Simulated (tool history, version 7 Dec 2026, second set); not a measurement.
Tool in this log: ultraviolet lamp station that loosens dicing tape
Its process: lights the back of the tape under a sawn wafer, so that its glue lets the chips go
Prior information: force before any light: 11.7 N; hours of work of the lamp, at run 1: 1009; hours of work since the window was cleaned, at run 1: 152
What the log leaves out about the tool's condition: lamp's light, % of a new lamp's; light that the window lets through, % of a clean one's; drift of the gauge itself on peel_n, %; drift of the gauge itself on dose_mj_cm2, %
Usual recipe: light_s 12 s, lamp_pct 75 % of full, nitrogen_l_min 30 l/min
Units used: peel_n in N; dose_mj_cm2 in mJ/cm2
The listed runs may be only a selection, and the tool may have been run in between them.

| run | hour | light_s | lamp_pct | nitrogen_l_min | hours of work of the lamp | hours of work since the window was cleaned | peel_n | dose_mj_cm2 |
|---|---|---|---|---|---|---|---|---|
| 1 | 0 | 12 | 75 | 30 | 1009 | 152 | 1.022 | 311 |
| 2 | 36.5 | 12 | 75 | 30 | 1038 | 181 | 1.041 | 309 |
| 3 | 85.9 | 12 | 75 | 25 | 1078 | 220 | 1.119 | 308 |
| 4 | 112.9 | 7 | 75 | 30 | 1099 | 241 | 2.879 | 180 |
| 5 | 152.8 | 7 | 75 | 30 | 1131 | 273 | 2.851 | 170 |
|  | 175.9 | lamp changed |
| 6 | 192.9 | 7 | 75 | 30 | 14 | 304 | 1.776 | 240 |
| 7 | 217 | 7 | 75 | 30 | 33 | 324 | 1.814 | 236 |
| 8 | 270.2 | 7 | 75 | 30 | 75 | 366 | 1.844 | 234 |
| 9 | 299.7 | 9 | 78 | 56 | 99 | 389 | 0.869 | 309 |
|  | 303.9 | window cleaned of glue's vapour |
| 10 | 331.7 | 8 | 64 | 30 | 124 | 22 | 1.985 | 217 |
| 11 | 354.5 | 8 | 75 | 33 | 142 | 40 | 1.517 | 258 |
| 12 | 381.1 | 8 | 75 | 33 | 163 | 61 | 1.46 | 255 |

Selected run-to-run steps in peel_n, each split into two signed amounts: the part the tool would show with no hidden state at all (from settings, incoming material and random variation), and the remainder, which goes to the hidden state together with any gauge scatter not common to the measured and the hidden-state-free results:
Run 3 -> 4: light_s 12 -> 7, nitrogen_l_min 25 -> 30. peel_n +1.76 N: hidden state +0.621, all else +1.139.
Run 5 -> 6: lamp changed. peel_n -1.075 N: hidden state -1.11, all else +0.035.
